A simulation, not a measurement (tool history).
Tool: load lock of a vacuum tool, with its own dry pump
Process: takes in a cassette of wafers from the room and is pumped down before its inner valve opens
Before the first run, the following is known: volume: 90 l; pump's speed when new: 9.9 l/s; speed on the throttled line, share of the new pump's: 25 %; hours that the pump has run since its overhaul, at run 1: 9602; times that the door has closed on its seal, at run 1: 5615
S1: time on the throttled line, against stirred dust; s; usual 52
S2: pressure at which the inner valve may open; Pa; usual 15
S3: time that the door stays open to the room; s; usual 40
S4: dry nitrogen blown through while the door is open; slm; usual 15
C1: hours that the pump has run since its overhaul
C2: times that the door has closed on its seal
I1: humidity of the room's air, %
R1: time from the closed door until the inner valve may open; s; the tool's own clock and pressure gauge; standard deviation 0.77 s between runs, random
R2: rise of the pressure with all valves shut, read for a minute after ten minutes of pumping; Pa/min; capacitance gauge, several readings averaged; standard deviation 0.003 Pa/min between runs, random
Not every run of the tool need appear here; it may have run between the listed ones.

run,day,S1,S2,S3,S4,C1,C2,I1,R1,R2
1,0.000,52,15,40,15,9602,5615,46.2,127.3,0.085
2,14.667,52,15,40,15,9954,7178,45.6,126.6,0.104
3,25.338,52,15,40,15,10210,8315,44.1,128.2,0.126
4,41.133,52,22,40,15,10589,9998,43.1,124.5,0.152
5,52.450,52,15,56,15,10861,11204,48.6,127.9,0.177
6,68.479,52,15,56,15,11245,12912,43.8,129.3,0.202
7,76.092,52,15,56,15,11428,13723,45.3,128.5,0.226
8,89.488,52,15,56,15,11750,15151,48.5,129.3,0.254
9,103.683,52,20,40,15,12090,16664,43.0,125.3,0.280
10,111.588,52,20,40,15,12280,17506,42.2,127.9,0.292
11,123.050,52,20,40,7,12555,18727,43.1,127.3,0.337
12,133.908,52,27,92,7,12816,19885,44.6,123.4,0.374
13,144.929,37,15,116,33,13080,21059,46.8,119.9,0.396
14,153.938,70,25,45,43,13296,22019,42.8,137.4,0.415
15,169.308,70,12,79,43,13665,23657,47.5,146.6,0.459

Consider 5 possible next runs. They are alternatives, not a sequence: every one starts from the tool as it was left by run 15. What does each give?
A,178.608,52,18,30,15,13888,24648,47.0,?,?
B,178.608,45,11,52,15,13888,24648,44.0,?,?
C,178.608,89,12,79,43,13888,24648,43.6,?,?
D,178.608,30,10,115,43,13888,24648,42.0,?,?
E,178.608,70,12,43,43,13888,24648,45.2,?,?

run,R1,R2
A,128.9,0.487
B,131.7,0.489
C,159.7,0.489
D,122.1,0.497
E,145.7,0.483
What these runs would have given with no unlogged condition in the tool:
run,R1,R2
A,116.3,0.014
B,117.7,0.016
C,148.1,0.019
D,107.2,0.011
E,133.2,0.008
